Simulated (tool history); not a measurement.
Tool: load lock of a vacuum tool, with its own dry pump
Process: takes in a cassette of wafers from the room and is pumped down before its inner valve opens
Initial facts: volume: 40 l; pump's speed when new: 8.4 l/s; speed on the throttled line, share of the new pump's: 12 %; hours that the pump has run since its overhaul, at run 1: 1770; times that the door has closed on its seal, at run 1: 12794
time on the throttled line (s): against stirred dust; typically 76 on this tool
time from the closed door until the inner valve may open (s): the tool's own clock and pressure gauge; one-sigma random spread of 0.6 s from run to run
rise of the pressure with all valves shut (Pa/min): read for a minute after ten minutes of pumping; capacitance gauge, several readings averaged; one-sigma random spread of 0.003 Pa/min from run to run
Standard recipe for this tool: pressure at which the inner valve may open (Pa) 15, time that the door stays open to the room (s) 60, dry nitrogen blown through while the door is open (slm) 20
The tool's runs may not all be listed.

run,hour,time on the throttled line (s),pressure at which the inner valve may open (Pa),time that the door stays open to the room (s),dry nitrogen blown through while the door is open (slm),hours that the pump has run since its overhaul,times that the door has closed on its seal,"incoming humidity of the room's air, %",time from the closed door until the inner valve may open (s),rise of the pressure with all valves shut (Pa/min)
1,0,76,15,60,20,1770,12794,44,109.3,0.076
2,174.2,76,15,60,20,1945,13007,49,110.4,0.079
3,533.2,76,15,60,7,2304,13447,42.8,109.7,0.09
4,744.4,69,15,60,7,2515,13706,45.2,104,0.085
5,931.3,76,15,60,20,2702,13935,44.9,110.6,0.08
6,1325.2,76,15,60,20,3096,14418,43.3,111.3,0.087
7,1675.9,76,15,60,20,3446,14848,45.5,110,0.084
8,1995.9,76,15,60,20,3766,15240,44.5,110.2,0.09
9,2261.8,76,15,60,20,4032,15566,41.6,111.4,0.091
10,2608,76,15,55,20,4378,15990,43.3,110.7,0.091
11,2876.1,76,15,55,20,4647,16319,48.3,111.1,0.093
12,3170.9,151,15,60,20,4941,16680,48.2,175.5,0.101
13,3552.1,151,15,60,20,5323,17147,44.1,176.8,0.103
14,3767.7,151,15,60,20,5538,17412,44.3,176.9,0.1
15,4131.2,76,15,60,4,5902,17857,45.7,111.8,0.119
16,4521.2,76,15,54,20,6292,18335,44.3,112.8,0.107

Run 17 has not been measured yet. What should we expect?
17,4750.3,76,15,54,20,6521,18616,47,?,?

time from the closed door until the inner valve may open (s): 112.1
rise of the pressure with all valves shut (Pa/min): 0.113
If the tool had no hidden condition, the same run with the same run-to-run variation would have returned time from the closed door until the inner valve may open (s) 108.2, rise of the pressure with all valves shut (Pa/min) 0.035.
